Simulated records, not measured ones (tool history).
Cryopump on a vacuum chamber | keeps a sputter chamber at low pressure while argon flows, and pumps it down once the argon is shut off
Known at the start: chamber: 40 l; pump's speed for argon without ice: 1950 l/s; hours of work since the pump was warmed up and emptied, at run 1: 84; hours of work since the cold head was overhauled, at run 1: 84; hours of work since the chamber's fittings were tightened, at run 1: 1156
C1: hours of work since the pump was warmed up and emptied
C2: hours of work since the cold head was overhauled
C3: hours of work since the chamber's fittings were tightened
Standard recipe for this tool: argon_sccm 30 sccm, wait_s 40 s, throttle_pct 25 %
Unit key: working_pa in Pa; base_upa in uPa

run 1 hour=0.0 | argon_sccm=30 wait_s=40 throttle_pct=25 | C1=84 C2=84 C3=1156 | working_pa=0.1052 base_upa=1.17
run 2 hour=19.8 | argon_sccm=30 wait_s=40 throttle_pct=25 | C1=92 C2=92 C3=1164 | working_pa=0.1058 base_upa=1.14
run 3 hour=43.3 | argon_sccm=28 wait_s=40 throttle_pct=25 | C1=102 C2=102 C3=1173 | working_pa=0.0984 base_upa=1.12
run 4 hour=67.5 | argon_sccm=24 wait_s=40 throttle_pct=25 | C1=112 C2=112 C3=1183 | working_pa=0.0835 base_upa=1.17
run 5 hour=94.3 | argon_sccm=30 wait_s=262 throttle_pct=25 | C1=122 C2=122 C3=1194 | working_pa=0.1066 base_upa=0.48
run 6 hour=111.4 | argon_sccm=30 wait_s=40 throttle_pct=25 | C1=129 C2=129 C3=1201 | working_pa=0.1057 base_upa=1.17
run 7 hour=129.8 | argon_sccm=30 wait_s=40 throttle_pct=25 | C1=137 C2=137 C3=1208 | working_pa=0.1070 base_upa=1.20
run 8 hour=150.5 | argon_sccm=30 wait_s=40 throttle_pct=25 | C1=145 C2=145 C3=1216 | working_pa=0.1067 base_upa=1.19
run 9 hour=173.9 | argon_sccm=30 wait_s=40 throttle_pct=25 | C1=154 C2=154 C3=1226 | working_pa=0.1057 base_upa=1.19
run 10 hour=196.1 | argon_sccm=30 wait_s=40 throttle_pct=41 | C1=163 C2=163 C3=1235 | working_pa=0.0661 base_upa=1.13
run 11 hour=212.2 | argon_sccm=30 wait_s=40 throttle_pct=53 | C1=170 C2=170 C3=1241 | working_pa=0.0519 base_upa=1.15
run 12 hour=227.6 | argon_sccm=30 wait_s=25 throttle_pct=25 | C1=176 C2=176 C3=1248 | working_pa=0.1074 base_upa=1.72
run 13 hour=243.8 | argon_sccm=30 wait_s=25 throttle_pct=25 | C1=183 C2=183 C3=1254 | working_pa=0.1074 base_upa=1.67
run 14 hour=258.2 | argon_sccm=30 wait_s=40 throttle_pct=25 | C1=188 C2=188 C3=1260 | working_pa=0.1065 base_upa=1.17
run 15 hour=278.5 | argon_sccm=30 wait_s=40 throttle_pct=25 | C1=197 C2=197 C3=1268 | working_pa=0.1072 base_upa=1.20
run 16 hour=302.8 | argon_sccm=30 wait_s=40 throttle_pct=25 | C1=206 C2=206 C3=1278 | working_pa=0.1070 base_upa=1.21
run 17 hour=330.9 | argon_sccm=30 wait_s=40 throttle_pct=25 | C1=218 C2=218 C3=1289 | working_pa=0.1069 base_upa=1.25
run 18 hour=349.8 | argon_sccm=30 wait_s=56 throttle_pct=25 | C1=225 C2=225 C3=1297 | working_pa=0.1068 base_upa=0.97
run 19 hour=364.2 | argon_sccm=38 wait_s=49 throttle_pct=25 | C1=231 C2=231 C3=1303 | working_pa=0.1377 base_upa=1.05
run 20 hour=393.6 | argon_sccm=13 wait_s=25 throttle_pct=24 | C1=243 C2=243 C3=1314 | working_pa=0.0493 base_upa=1.70
run 21 hour=408.5 | argon_sccm=13 wait_s=201 throttle_pct=38 | C1=249 C2=249 C3=1320 | working_pa=0.0321 base_upa=0.55
run 22 hour=428.9 | argon_sccm=36 wait_s=28 throttle_pct=38 | C1=257 C2=257 C3=1329 | working_pa=0.0870 base_upa=1.54
run 23 hour=448.6 | argon_sccm=30 wait_s=108 throttle_pct=25 | C1=265 C2=265 C3=1337 | working_pa=0.1090 base_upa=0.66
run 24 hour=462.3 | argon_sccm=28 wait_s=256 throttle_pct=47 | C1=271 C2=271 C3=1342 | working_pa=0.0562 base_upa=0.52
run 25 hour=489.2 | argon_sccm=28 wait_s=165 throttle_pct=47 | C1=281 C2=281 C3=1353 | working_pa=0.0566 base_upa=0.61
run 26 hour=515.4 | argon_sccm=24 wait_s=39 throttle_pct=24 | C1=292 C2=292 C3=1363 | working_pa=0.0897 base_upa=1.21
run 27 hour=532.6 | argon_sccm=24 wait_s=39 throttle_pct=24 | C1=299 C2=299 C3=1370 | working_pa=0.0904 base_upa=1.26
run 28 hour=552.9 | argon_sccm=24 wait_s=39 throttle_pct=24 | C1=307 C2=307 C3=1378 | working_pa=0.0900 base_upa=1.25
run 29 hour=572.3 | argon_sccm=24 wait_s=39 throttle_pct=24 | C1=315 C2=315 C3=1386 | working_pa=0.0913 base_upa=1.22
run 30 hour=587.5 | argon_sccm=57 wait_s=73 throttle_pct=33 | C1=321 C2=321 C3=1392 | working_pa=0.1601 base_upa=0.83
run 31 hour=614.7 | argon_sccm=22 wait_s=40 throttle_pct=38 | C1=332 C2=332 C3=1403 | working_pa=0.0554 base_upa=1.19
run 32 hour=630.8 | argon_sccm=21 wait_s=40 throttle_pct=48 | C1=338 C2=338 C3=1410 | working_pa=0.0424 base_upa=1.25
run 33 hour=645.3 | argon_sccm=56 wait_s=70 throttle_pct=60 | C1=344 C2=344 C3=1416 | working_pa=0.0920 base_upa=0.88

Branching from run 33: 3 alternative next runs. What would each branch give?
run A hour=663.7 | argon_sccm=15 wait_s=114 throttle_pct=19 | C1=352 C2=352 C3=1423 | working_pa=? base_upa=?
run B hour=663.7 | argon_sccm=56 wait_s=58 throttle_pct=52 | C1=352 C2=352 C3=1423 | working_pa=? base_upa=?
run C hour=663.7 | argon_sccm=45 wait_s=40 throttle_pct=25 | C1=352 C2=352 C3=1423 | working_pa=? base_upa=?

run=A working_pa=0.0707 base_upa=0.72
run=B working_pa=0.1033 base_upa=1.01
run=C working_pa=0.1647 base_upa=1.21
Had the tool no hidden state, the same runs would have come out as:
run=A working_pa=0.0678 base_upa=0.45
run=B working_pa=0.0922 base_upa=0.73
run=C working_pa=0.1558 base_upa=0.94

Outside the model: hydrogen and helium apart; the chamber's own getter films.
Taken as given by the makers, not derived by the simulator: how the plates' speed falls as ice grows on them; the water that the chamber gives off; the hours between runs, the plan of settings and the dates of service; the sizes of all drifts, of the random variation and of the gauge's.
